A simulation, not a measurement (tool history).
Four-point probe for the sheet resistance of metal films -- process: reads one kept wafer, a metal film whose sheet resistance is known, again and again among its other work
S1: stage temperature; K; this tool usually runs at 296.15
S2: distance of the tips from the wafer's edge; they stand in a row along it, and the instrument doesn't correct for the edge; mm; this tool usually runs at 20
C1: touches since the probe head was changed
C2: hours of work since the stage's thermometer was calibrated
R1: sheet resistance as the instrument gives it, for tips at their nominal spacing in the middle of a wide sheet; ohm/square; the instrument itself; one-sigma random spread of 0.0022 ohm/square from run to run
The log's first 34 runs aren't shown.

Run 35, hour 581.2: usual settings but S1 292.15 K, S2 4 mm; C1 58715; C2 154. Result: R1 11.429745 ohm/square.
Run 36, hour 596.8: usual settings but S1 292.15 K, S2 4 mm; C1 59359; C2 165. Result: R1 11.429885 ohm/square.
Run 37, hour 613.3: usual settings but S1 292.15 K, S2 4 mm; C1 60043; C2 177. Result: R1 11.428376 ohm/square.
Run 38, hour 626.9: usual settings but S1 294.15 K, S2 14 mm; C1 60605; C2 186. Result: R1 11.111045 ohm/square.
Run 39, hour 639.7: usual settings but S1 307.15 K; C1 61134; C2 196. Result: R1 11.180004 ohm/square.
Run 40, hour 663.7: usual settings but S1 298.15 K, S2 6 mm; C1 62127; C2 213. Result: R1 11.273364 ohm/square.
Run 41, hour 683.3: usual settings but S1 298.15 K, S2 5 mm; C1 62937; C2 226. Result: R1 11.342541 ohm/square.
Run 42, hour 700.4: usual settings but S1 298.15 K, S2 9 mm; C1 63642; C2 239. Result: R1 11.183266 ohm/square.
Run 43, hour 717.2: usual settings but S1 298.15 K, S2 4 mm; C1 64336; C2 250. Result: R1 11.468316 ohm/square.
Run 44, hour 732.7: usual settings but S1 298.15 K, S2 4 mm; C1 64977; C2 261. Result: R1 11.474189 ohm/square.

5 options for the next run, each taken on its own from the tool as it stands now. Forecast them:
Run A, hour 744.8: usual settings but S1 298.15 K, S2 7 mm; C1 65480; C2 270. Result: R1 ?.
Run B, hour 744.8: usual settings but S1 291.15 K, S2 13 mm; C1 65480; C2 270. Result: R1 ?.
Run C, hour 744.8: usual settings but S2 55 mm; C1 65480; C2 270. Result: R1 ?.
Run D, hour 744.8: usual settings but S1 302.15 K, S2 17 mm; C1 65480; C2 270. Result: R1 ?.
Run E, hour 744.8: usual settings but S1 302.15 K, S2 4 mm; C1 65480; C2 270. Result: R1 ?.

run         R1
  A  11.228569
  B  11.097077
  C  11.099964
  D  11.154589
  E  11.496419
The same runs, with their run-to-run variation unchanged, on a tool lacking any hidden condition would have given:
run         R1
  A  11.221236
  B  11.089867
  C  11.092719
  D  11.147273
  E  11.488902
